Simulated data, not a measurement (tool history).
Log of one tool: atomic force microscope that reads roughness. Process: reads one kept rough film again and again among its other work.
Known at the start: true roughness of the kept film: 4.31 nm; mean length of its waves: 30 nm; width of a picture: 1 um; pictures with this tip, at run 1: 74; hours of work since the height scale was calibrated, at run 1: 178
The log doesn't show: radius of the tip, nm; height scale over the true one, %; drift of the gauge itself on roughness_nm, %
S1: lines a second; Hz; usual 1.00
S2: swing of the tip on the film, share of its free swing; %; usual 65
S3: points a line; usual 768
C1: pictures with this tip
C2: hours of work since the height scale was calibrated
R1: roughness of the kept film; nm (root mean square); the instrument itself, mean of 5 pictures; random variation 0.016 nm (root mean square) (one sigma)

run	hour	S1	S2	S3	C1	C2	R1
1	0.0	1.00	65	768	74	178	3.734
2	9.4	1.00	65	464	97	185	3.711
3	20.3	1.00	65	768	125	193	3.756
4	31.4	1.00	65	768	152	201	3.735
# hour 39.9: new tip fitted
5	42.0	1.00	65	768	5	209	3.718
6	52.3	1.00	65	768	31	216	3.767
7	63.2	1.00	65	768	58	224	3.754
8	70.1	1.00	65	768	75	229	3.737
9	81.3	1.00	65	768	103	237	3.732
10	89.3	1.00	65	768	123	243	3.733
11	95.8	1.00	65	768	139	248	3.757
12	105.6	1.00	65	768	164	255	3.742
# hour 109.5: new tip fitted
13	114.0	1.00	65	768	11	261	3.739
14	119.1	1.00	65	768	24	264	3.740
15	129.8	1.00	65	768	51	272	3.720
16	137.2	1.00	65	768	69	277	3.729
17	143.8	1.00	65	768	86	282	3.757
18	151.7	1.00	65	768	106	288	3.733
19	161.7	1.54	79	982	130	295	3.618
20	170.1	1.00	86	768	151	301	3.639
# hour 179.1: new tip fitted
21	181.1	3.65	85	967	5	309	3.317
22	187.0	3.65	69	943	20	313	3.579
23	191.9	1.12	75	626	32	317	3.702
24	200.9	1.00	63	372	55	323	3.735
25	210.6	1.00	66	719	79	331	3.753
26	219.8	2.71	86	768	102	337	3.399
27	229.6	1.00	74	768	126	344	3.712
28	234.6	1.00	59	450	139	348	3.744
29	240.3	1.13	87	420	153	352	3.594
# hour 248.9: new tip fitted
30	248.9	1.00	64	768	0	358	3.743
31	254.0	0.78	69	674	13	362	3.722
32	265.1	1.72	61	466	40	370	3.724
33	273.0	1.72	61	466	60	376	3.738
34	280.8	1.72	61	466	80	381	3.690
35	289.7	0.92	61	746	102	388	3.760
36	296.5	0.92	61	746	119	393	3.744

How the hidden state differs across the entries between the runs, from the last listed run before each to the first after it:
Between runs 4 and 5: new tip fitted (hour 39.9)
  radius of the tip, nm: 7.2 -> 7
Between runs 12 and 13: new tip fitted (hour 109.5)
  radius of the tip, nm: 7.2 -> 7
Between runs 20 and 21: new tip fitted (hour 179.1)
  radius of the tip, nm: 7.1 -> 7
Between runs 29 and 30: new tip fitted (hour 248.9)
  radius of the tip, nm: 7.2 -> 7
